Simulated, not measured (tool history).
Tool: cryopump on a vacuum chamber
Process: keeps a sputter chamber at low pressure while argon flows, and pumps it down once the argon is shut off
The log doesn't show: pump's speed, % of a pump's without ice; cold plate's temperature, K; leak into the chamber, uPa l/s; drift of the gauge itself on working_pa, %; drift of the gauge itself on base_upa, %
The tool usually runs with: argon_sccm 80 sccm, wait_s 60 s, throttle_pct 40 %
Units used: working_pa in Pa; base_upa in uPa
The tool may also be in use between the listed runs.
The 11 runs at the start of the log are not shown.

run	hour	argon_sccm	wait_s	throttle_pct	hours of work since the pump was warmed up and emptied	hours of work since the cold head was overhauled	hours of work since the chamber's fittings were tightened	working_pa	base_upa
12	329.4	80	60	15	532	532	432	0.4237	0.78
13	348.9	80	60	40	547	547	447	0.1677	0.79
14	381.1	80	218	40	572	572	472	0.1687	0.45
# hour 407.6: pump warmed up, emptied and cooled again
15	407.7	80	218	40	0	589	489	0.154	0.37
16	444.7	80	218	40	29	617	517	0.156	0.36
17	468.1	80	218	40	47	635	535	0.1557	0.35
18	508	80	218	40	77	666	566	0.1555	0.38
19	544.7	145	87	18	105	694	594	0.6245	0.62
20	582.4	151	291	57	134	723	623	0.2103	0.34

Forecast run 21:
21	619	80	87	35	163	751	651	?	?

Run 21 gave working_pa 0.1793 Pa, base_upa 0.59 uPa.
On a tool with no hidden condition, and with the same random variation, this run would have come out at working_pa 0.1752 Pa, base_upa 0.47 uPa.
